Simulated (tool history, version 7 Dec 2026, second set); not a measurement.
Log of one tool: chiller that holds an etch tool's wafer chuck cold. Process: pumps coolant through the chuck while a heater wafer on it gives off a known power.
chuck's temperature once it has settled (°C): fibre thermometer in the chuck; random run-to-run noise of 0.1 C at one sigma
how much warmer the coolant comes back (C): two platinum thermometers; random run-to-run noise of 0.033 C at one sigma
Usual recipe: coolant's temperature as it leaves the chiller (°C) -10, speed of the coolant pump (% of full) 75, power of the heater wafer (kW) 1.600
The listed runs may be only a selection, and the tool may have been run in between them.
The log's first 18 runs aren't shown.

run	day	coolant's temperature as it leaves the chiller (°C)	speed of the coolant pump (% of full)	power of the heater wafer (kW)	chuck's temperature once it has settled (°C)	how much warmer the coolant comes back (C)
19	60.638	-10	73	1.042	-1.8	3.13
20	62.571	-10	75	2.354	8.2	6.51
21	64.275	-5	100	1.350	3.9	3.02
22	68.250	-12	100	1.350	-3.1	3.05
23	72.358	-11	75	1.600	1.3	4.57
24	75.167	-11	75	1.600	1.4	4.61
25	77.004	-10	76	1.074	-1.7	3.17
# day 78.225: gauge calibrated
26	80.838	-13	83	2.190	3.0	5.20
27	85.062	-10	69	0.900	-2.8	2.59
28	87.992	-10	69	0.900	-2.8	2.61
29	90.942	-10	75	1.619	2.4	4.32
30	93.883	-10	66	1.600	3.3	4.82
31	97.150	-14	79	2.166	2.3	5.50

4 ways to go on from here, each from the tool as it stands after run 31. What would each give?
A	99.558	-4	69	1.283	?	?
B	99.558	-10	65	1.600	?	?
C	99.558	-14	95	2.233	?	?
D	99.558	-15	79	2.166	?	?

run	chuck's temperature once it has settled (°C)	how much warmer the coolant comes back (C)
A	6.2	3.75
B	3.4	5.04
C	1.1	4.76
D	1.4	5.52
Take away the tool's hidden state, keep each run's random variation, and the runs would have read:
run	chuck's temperature once it has settled (°C)	how much warmer the coolant comes back (C)
A	6.2	3.63
B	3.4	4.92
C	1.0	4.64
D	1.4	5.40

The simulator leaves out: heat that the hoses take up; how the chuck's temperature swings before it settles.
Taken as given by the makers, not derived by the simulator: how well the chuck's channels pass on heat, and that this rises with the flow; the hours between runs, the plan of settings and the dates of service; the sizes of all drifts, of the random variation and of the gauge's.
